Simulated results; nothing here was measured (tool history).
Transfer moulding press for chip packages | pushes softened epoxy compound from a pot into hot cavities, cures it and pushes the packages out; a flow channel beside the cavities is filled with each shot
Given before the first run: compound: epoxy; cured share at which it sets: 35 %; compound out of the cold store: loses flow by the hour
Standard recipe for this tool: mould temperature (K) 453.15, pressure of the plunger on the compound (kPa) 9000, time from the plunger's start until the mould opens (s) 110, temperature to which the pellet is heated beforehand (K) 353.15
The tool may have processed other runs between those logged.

| run | hour | mould temperature (K) | pressure of the plunger on the compound (kPa) | time from the plunger's start until the mould opens (s) | temperature to which the pellet is heated beforehand (K) | incoming compound's hours out of the cold store | length that the compound runs in the flow channel (mm) | greatest force on the pins that push the packages out (N) |
|---|---|---|---|---|---|---|---|---|
| 1 | 0 | 453.15 | 9000 | 110 | 353.15 | 10.6 | 939 | 382 |
| 2 | 10.6 | 453.15 | 9000 | 110 | 353.15 | 35.5 | 832 | 394 |
| 3 | 21.4 | 453.15 | 9000 | 110 | 353.15 | 36.9 | 811 | 408 |
| 4 | 28.8 | 453.15 | 9000 | 110 | 353.15 | 37.3 | 817 | 401 |
| 5 | 35.3 | 453.15 | 9000 | 110 | 353.15 | 30.5 | 850 | 413 |
|  | 47.2 | plunger's sealing rings changed |
| 6 | 51.1 | 453.15 | 9000 | 110 | 353.15 | 27.3 | 940 | 404 |
| 7 | 57.4 | 453.15 | 9000 | 110 | 353.15 | 15.3 | 997 | 424 |
| 8 | 69.9 | 453.15 | 9000 | 110 | 353.15 | 15.1 | 1015 | 419 |
| 9 | 76.1 | 453.15 | 9000 | 110 | 353.15 | 36.7 | 908 | 401 |
|  | 81.7 | cavities cleaned with cleaning compound and waxed |
| 10 | 85.2 | 453.15 | 9000 | 110 | 353.15 | 15.8 | 992 | 267 |
| 11 | 97.5 | 453.15 | 9000 | 110 | 353.15 | 21.8 | 975 | 299 |
| 12 | 112.3 | 453.15 | 9000 | 98 | 353.15 | 29.1 | 927 | 381 |
| 13 | 123.2 | 453.15 | 9000 | 98 | 353.15 | 21.8 | 970 | 424 |
| 14 | 131.6 | 453.15 | 9000 | 110 | 353.15 | 30.5 | 922 | 353 |
|  | 134.2 | mould's thermocouples calibrated |
| 15 | 146.6 | 453.15 | 9000 | 140 | 356.15 | 17.6 | 986 | 353 |
| 16 | 158.2 | 453.15 | 9000 | 104 | 363.15 | 22.5 | 972 | 423 |
| 17 | 165.4 | 459.15 | 7100 | 106 | 359.15 | 38.1 | 768 | 362 |
| 18 | 172.2 | 459.15 | 7100 | 106 | 359.15 | 30.9 | 802 | 376 |
|  | 183.2 | mould's thermocouples calibrated, once more |
| 19 | 189.3 | 459.15 | 7100 | 106 | 359.15 | 23.9 | 821 | 386 |
| 20 | 200.7 | 459.15 | 7100 | 106 | 359.15 | 43.9 | 743 | 377 |
| 21 | 209.8 | 455.15 | 7100 | 106 | 352.15 | 21.1 | 849 | 414 |
|  | 218.2 | cavities cleaned with cleaning compound and waxed |
| 22 | 219.7 | 453.15 | 10890 | 110 | 353.15 | 33.8 | 988 | 236 |
| 23 | 232.8 | 458.15 | 10890 | 134 | 353.15 | 19.2 | 1040 | 264 |
| 24 | 240.6 | 458.15 | 10890 | 134 | 353.15 | 25 | 1025 | 304 |
| 25 | 247.8 | 458.15 | 10890 | 134 | 353.15 | 10 | 1090 | 297 |
| 26 | 258.5 | 455.15 | 9000 | 98 | 350.15 | 11.3 | 1013 | 388 |
| 27 | 266.4 | 455.15 | 9000 | 98 | 350.15 | 11 | 991 | 385 |
| 28 | 275.3 | 448.15 | 10080 | 100 | 356.15 | 34 | 959 | 508 |

5 ways to go on from here, each from the tool as it stands after run 28. What would each give?
| A | 284.9 | 448.15 | 10080 | 138 | 356.15 | 30.4 | ? | ? |
| B | 284.9 | 448.15 | 10080 | 100 | 357.15 | 37.1 | ? | ? |
| C | 284.9 | 453.15 | 9000 | 93 | 353.15 | 14.2 | ? | ? |
| D | 284.9 | 448.15 | 10080 | 100 | 347.15 | 27.4 | ? | ? |
| E | 284.9 | 457.15 | 8590 | 100 | 356.15 | 31.4 | ? | ? |

| run | length that the compound runs in the flow channel (mm) | greatest force on the pins that push the packages out (N) |
|---|---|---|
| A | 966 | 373 |
| B | 933 | 544 |
| C | 983 | 495 |
| D | 972 | 553 |
| E | 876 | 389 |
Take away the tool's hidden state, keep each run's random variation, and the runs would have read:
| run | length that the compound runs in the flow channel (mm) | greatest force on the pins that push the packages out (N) |
|---|---|---|
| A | 1003 | 226 |
| B | 969 | 333 |
| C | 1020 | 301 |
| D | 1009 | 335 |
| E | 909 | 238 |

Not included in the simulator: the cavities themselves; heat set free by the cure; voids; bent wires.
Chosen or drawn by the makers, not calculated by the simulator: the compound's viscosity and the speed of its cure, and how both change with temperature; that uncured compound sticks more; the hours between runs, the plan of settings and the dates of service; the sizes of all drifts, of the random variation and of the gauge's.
